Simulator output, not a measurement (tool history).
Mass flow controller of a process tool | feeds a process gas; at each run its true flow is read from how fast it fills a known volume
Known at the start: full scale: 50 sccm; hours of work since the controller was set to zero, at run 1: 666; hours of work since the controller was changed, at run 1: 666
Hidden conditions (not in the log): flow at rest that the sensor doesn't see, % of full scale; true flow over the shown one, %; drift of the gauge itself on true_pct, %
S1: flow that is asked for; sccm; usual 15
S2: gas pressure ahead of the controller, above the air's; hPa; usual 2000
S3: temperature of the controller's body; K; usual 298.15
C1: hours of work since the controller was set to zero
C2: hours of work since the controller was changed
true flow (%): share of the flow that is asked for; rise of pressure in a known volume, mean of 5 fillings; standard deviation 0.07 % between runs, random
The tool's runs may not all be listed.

{"run": 1, "hour": 0.0, "S1": 15, "S2": 2000, "S3": 298.15, "C1": 666, "C2": 666, "true flow (%)": 98.92}
{"run": 2, "hour": 104.4, "S1": 15, "S2": 2000, "S3": 298.15, "C1": 744, "C2": 744, "true flow (%)": 99.1}
{"run": 3, "hour": 162.4, "S1": 15, "S2": 2000, "S3": 298.15, "C1": 788, "C2": 788, "true flow (%)": 99.07}
{"run": 4, "hour": 229.3, "S1": 15, "S2": 2000, "S3": 298.15, "C1": 838, "C2": 838, "true flow (%)": 99.06}
{"run": 5, "hour": 291.2, "S1": 15, "S2": 2000, "S3": 298.15, "C1": 884, "C2": 884, "true flow (%)": 99.24}
{"run": 6, "hour": 350.1, "S1": 8, "S2": 2000, "S3": 298.15, "C1": 929, "C2": 929, "true flow (%)": 99.57}
{"run": 7, "hour": 430.8, "S1": 15, "S2": 2760, "S3": 298.15, "C1": 989, "C2": 989, "true flow (%)": 100.07}
{"run": 8, "hour": 492.5, "S1": 15, "S2": 2760, "S3": 298.15, "C1": 1036, "C2": 1036, "true flow (%)": 99.9}
{"run": 9, "hour": 597.9, "S1": 15, "S2": 2760, "S3": 301.15, "C1": 1115, "C2": 1115, "true flow (%)": 99.97}
{"run": 10, "hour": 702.6, "S1": 15, "S2": 2760, "S3": 301.15, "C1": 1193, "C2": 1193, "true flow (%)": 100.03}
{"run": 11, "hour": 770.0, "S1": 15, "S2": 2760, "S3": 301.15, "C1": 1244, "C2": 1244, "true flow (%)": 100.11}
{"run": 12, "hour": 881.7, "S1": 15, "S2": 2760, "S3": 301.15, "C1": 1328, "C2": 1328, "true flow (%)": 100.23}
{"run": 13, "hour": 930.8, "S1": 15, "S2": 2760, "S3": 301.15, "C1": 1365, "C2": 1365, "true flow (%)": 100.2}
{"run": 14, "hour": 1039.4, "S1": 15, "S2": 2760, "S3": 301.15, "C1": 1446, "C2": 1446, "true flow (%)": 100.32}
{"run": 15, "hour": 1126.3, "S1": 15, "S2": 2760, "S3": 301.15, "C1": 1511, "C2": 1511, "true flow (%)": 100.41}
{"run": 16, "hour": 1236.0, "S1": 15, "S2": 2760, "S3": 301.15, "C1": 1594, "C2": 1594, "true flow (%)": 100.57}
{"run": 17, "hour": 1304.6, "S1": 15, "S2": 2620, "S3": 298.15, "C1": 1645, "C2": 1645, "true flow (%)": 100.46}
{"run": 18, "hour": 1365.1, "S1": 15, "S2": 2000, "S3": 298.15, "C1": 1691, "C2": 1691, "true flow (%)": 100.1}
{"run": 19, "hour": 1445.1, "S1": 15, "S2": 2000, "S3": 298.15, "C1": 1751, "C2": 1751, "true flow (%)": 100.32}
{"run": 20, "hour": 1527.8, "S1": 15, "S2": 2000, "S3": 298.15, "C1": 1813, "C2": 1813, "true flow (%)": 100.3}
{"run": 21, "hour": 1636.7, "S1": 15, "S2": 2000, "S3": 298.15, "C1": 1895, "C2": 1895, "true flow (%)": 100.44}
{"run": 22, "hour": 1694.2, "S1": 15, "S2": 2000, "S3": 298.15, "C1": 1938, "C2": 1938, "true flow (%)": 100.49}
{"run": 23, "hour": 1749.0, "S1": 15, "S2": 2000, "S3": 298.15, "C1": 1979, "C2": 1979, "true flow (%)": 100.57}
{"run": 24, "hour": 1857.2, "S1": 15, "S2": 2000, "S3": 298.15, "C1": 2060, "C2": 2060, "true flow (%)": 100.64}
{"run": 25, "hour": 1956.2, "S1": 5, "S2": 2000, "S3": 298.15, "C1": 2135, "C2": 2135, "true flow (%)": 103.09}
{"run": 26, "hour": 2004.8, "S1": 5, "S2": 2000, "S3": 298.15, "C1": 2171, "C2": 2171, "true flow (%)": 103.19}
{"run": 27, "hour": 2093.7, "S1": 22, "S2": 1910, "S3": 298.15, "C1": 2238, "C2": 2238, "true flow (%)": 100.77}
{"run": 28, "hour": 2205.7, "S1": 9, "S2": 1860, "S3": 299.15, "C1": 2322, "C2": 2322, "true flow (%)": 101.36}
{"run": 29, "hour": 2310.0, "S1": 7, "S2": 2480, "S3": 298.15, "C1": 2400, "C2": 2400, "true flow (%)": 102.85}
{"run": 30, "hour": 2379.1, "S1": 7, "S2": 1450, "S3": 298.15, "C1": 2452, "C2": 2452, "true flow (%)": 102.24}
{"run": 31, "hour": 2444.0, "S1": 7, "S2": 1450, "S3": 298.15, "C1": 2501, "C2": 2501, "true flow (%)": 102.32}
{"run": 32, "hour": 2504.7, "S1": 15, "S2": 1460, "S3": 294.15, "C1": 2547, "C2": 2547, "true flow (%)": 100.91}
{"run": 33, "hour": 2581.4, "S1": 15, "S2": 1460, "S3": 294.15, "C1": 2604, "C2": 2604, "true flow (%)": 101.09}
{"run": 34, "hour": 2650.9, "S1": 11, "S2": 1510, "S3": 297.15, "C1": 2656, "C2": 2656, "true flow (%)": 101.38}
{"run": 35, "hour": 2762.5, "S1": 11, "S2": 1510, "S3": 294.15, "C1": 2740, "C2": 2740, "true flow (%)": 101.63}
{"run": 36, "hour": 2867.5, "S1": 11, "S2": 1510, "S3": 294.15, "C1": 2819, "C2": 2819, "true flow (%)": 101.93}
{"run": 37, "hour": 2919.7, "S1": 11, "S2": 1510, "S3": 294.15, "C1": 2858, "C2": 2858, "true flow (%)": 101.72}
{"run": 38, "hour": 3015.5, "S1": 12, "S2": 1870, "S3": 298.15, "C1": 2930, "C2": 2930, "true flow (%)": 101.93}
{"run": 39, "hour": 3122.3, "S1": 6, "S2": 1740, "S3": 304.15, "C1": 3010, "C2": 3010, "true flow (%)": 104.03}
{"run": 40, "hour": 3229.8, "S1": 15, "S2": 2000, "S3": 295.15, "C1": 3091, "C2": 3091, "true flow (%)": 101.92}
{"run": 41, "hour": 3284.5, "S1": 12, "S2": 2130, "S3": 304.15, "C1": 3132, "C2": 3132, "true flow (%)": 102.15}
{"run": 42, "hour": 3364.8, "S1": 15, "S2": 2110, "S3": 301.15, "C1": 3193, "C2": 3193, "true flow (%)": 101.96}
{"run": 43, "hour": 3458.4, "S1": 15, "S2": 2110, "S3": 301.15, "C1": 3263, "C2": 3263, "true flow (%)": 102.09}
{"run": 44, "hour": 3511.0, "S1": 15, "S2": 2110, "S3": 309.15, "C1": 3302, "C2": 3302, "true flow (%)": 101.78}
{"run": 45, "hour": 3622.9, "S1": 26, "S2": 1400, "S3": 298.15, "C1": 3386, "C2": 3386, "true flow (%)": 101.46}
{"run": 46, "hour": 3713.2, "S1": 7, "S2": 1830, "S3": 309.15, "C1": 3454, "C2": 3454, "true flow (%)": 104.03}

Selected run-to-run steps in true flow (%), each split into two signed amounts: the part the tool would show with no hidden state at all (from settings, incoming material and random variation), and the remainder, which goes to the hidden state together with any gauge scatter not common to the measured and the hidden-state-free results:
Run 24 -> 25: S1 15 -> 5. true flow (%) +2.45: hidden state +3.03, all else -0.58.
Run 26 -> 27: S1 5 -> 22, S2 2000 -> 1910. true flow (%) -2.42: hidden state -3.41, all else +0.99.
Run 45 -> 46: S1 26 -> 7, S2 1400 -> 1830, S3 298.15 -> 309.15. true flow (%) +2.57: hidden state +3.77, all else -1.2.

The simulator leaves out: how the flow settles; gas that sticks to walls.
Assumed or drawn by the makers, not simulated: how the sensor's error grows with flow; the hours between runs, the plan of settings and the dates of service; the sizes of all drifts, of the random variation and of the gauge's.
